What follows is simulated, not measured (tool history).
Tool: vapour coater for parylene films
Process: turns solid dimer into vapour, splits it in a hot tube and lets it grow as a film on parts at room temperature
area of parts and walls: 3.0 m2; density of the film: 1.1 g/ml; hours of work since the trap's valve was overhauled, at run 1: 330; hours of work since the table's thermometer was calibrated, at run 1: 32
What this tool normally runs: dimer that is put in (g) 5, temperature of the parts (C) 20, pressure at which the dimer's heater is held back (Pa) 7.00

run   hour  dimer that is put in (g)  temperature of the parts (C)  pressure at which the dimer's heater is held back (Pa)  hours of work since the trap's valve was overhauled  hours of work since the table's thermometer was calibrated  thickness of the film (µm)
  1    0.0                         5                            20                                                    7.00                                                  330                                                          32                       0.639
  2    8.3                         5                            20                                                    7.00                                                  334                                                          35                       0.636
  3   23.3                         6                            20                                                    7.00                                                  340                                                          42                       0.772
  4   33.4                         6                            20                                                    7.00                                                  344                                                          46                       0.767
  5   48.1                         6                            20                                                    7.00                                                  350                                                          52                       0.758
  6   57.9                         5                            18                                                    7.00                                                  354                                                          56                       0.683
  7   75.1                         5                            18                                                    7.00                                                  361                                                          63                       0.678
  8   85.2                         6                            20                                                    7.00                                                  366                                                          67                       0.769
  9  101.0                         6                            20                                                    5.94                                                  372                                                          74                       0.785
 10  111.6                         6                            20                                                    5.94                                                  377                                                          78                       0.790
 11  120.5                         6                            20                                                    5.94                                                  380                                                          82                       0.775
 12  137.3                         5                            20                                                    7.00                                                  387                                                          89                       0.631
 13  145.1                         5                            20                                                    7.00                                                  390                                                          92                       0.637
 14  153.6                         5                            20                                                    7.00                                                  394                                                          95                       0.630
 15  168.2                         5                            20                                                    7.00                                                  400                                                         102                       0.638
 16  178.2                         5                            20                                                    7.00                                                  404                                                         106                       0.633
 17  192.7                         5                            20                                                    7.00                                                  410                                                         112                       0.635
 18  211.1                         5                            20                                                    7.00                                                  418                                                         119                       0.636
 19  226.9                         5                            20                                                    3.75                                                  424                                                         126                       0.684
 20  244.4                         5                            20                                                    3.75                                                  431                                                         133                       0.689
 21  262.9                         5                            20                                                    3.75                                                  439                                                         141                       0.681
 22  276.9                         5                            20                                                    3.75                                                  445                                                         146                       0.683
 23  285.9                         5                            20                                                    3.75                                                  449                                                         150                       0.690
 24  296.0                         8                            21                                                    3.07                                                  453                                                         154                       1.083
 25  307.3                         7                            23                                                    2.72                                                  458                                                         159                       0.909
 26  325.1                         7                            23                                                    2.72                                                  465                                                         166                       0.904
 27  342.3                         6                            18                                                    6.80                                                  472                                                         174                       0.806
 28  360.1                         6                            18                                                    6.80                                                  479                                                         181                       0.797
 29  370.1                         6                            18                                                    6.80                                                  483                                                         185                       0.806
 30  387.6                         4                            18                                                   11.29                                                  491                                                         192                       0.493
 31  403.3                         5                            20                                                    2.75                                                  497                                                         199                       0.709
 32  421.5                         8                            20                                                    5.39                                                  505                                                         206                       1.035
 33  429.8                         4                            20                                                    4.29                                                  508                                                         210                       0.533
 34  441.8                         4                            16                                                    4.29                                                  513                                                         215                       0.601
 35  453.4                         8                            26                                                    2.80                                                  518                                                         219                       0.925
 36  465.3                         5                            21                                                    4.69                                                  523                                                         224                       0.631
 37  476.0                         5                            21                                                    4.69                                                  527                                                         229                       0.633
 38  494.8                         5                            21                                                    4.69                                                  535                                                         237                       0.635
 39  513.3                         5                            16                                                    5.36                                                  543                                                         244                       0.736
 40  525.2                         5                            16                                                    3.50                                                  548                                                         249                       0.777
 41  541.6                         3                            18                                                    2.19                                                  554                                                         256                       0.461
 42  551.5                         5                            29                                                   10.49                                                  558                                                         260                       0.438
 43  567.1                         3                            29                                                    2.52                                                  565                                                         266                       0.320
 44  578.9                         8                            27                                                    2.50                                                  570                                                         271                       0.912

A few steps of thickness of the film (µm) between consecutive runs. Split each: what settings, incoming material and random variation would produce without the hidden state, and what is left over for the hidden state, along with gauge scatter present in only one of the two compared results (measured, and without hidden state):
The tool's hidden condition here consists of: vapour lost through the trap's worn valve, %; true temperature of the parts over the reading, C; drift of the gauge itself on film_um, %.
Run 23 -> 24: dimer that is put in (g) 5 -> 8, temperature of the parts (C) 20 -> 21, pressure at which the dimer's heater is held back (Pa) 3.75 -> 3.07. thickness of the film (µm) +0.393: hidden state -0.031, all else +0.424.
Run 32 -> 33: dimer that is put in (g) 8 -> 4, pressure at which the dimer's heater is held back (Pa) 5.39 -> 4.29. thickness of the film (µm) -0.502: hidden state +0.043, all else -0.545.
Run 43 -> 44: dimer that is put in (g) 3 -> 8, temperature of the parts (C) 29 -> 27, pressure at which the dimer's heater is held back (Pa) 2.52 -> 2.50. thickness of the film (µm) +0.592: hidden state -0.058, all else +0.650.

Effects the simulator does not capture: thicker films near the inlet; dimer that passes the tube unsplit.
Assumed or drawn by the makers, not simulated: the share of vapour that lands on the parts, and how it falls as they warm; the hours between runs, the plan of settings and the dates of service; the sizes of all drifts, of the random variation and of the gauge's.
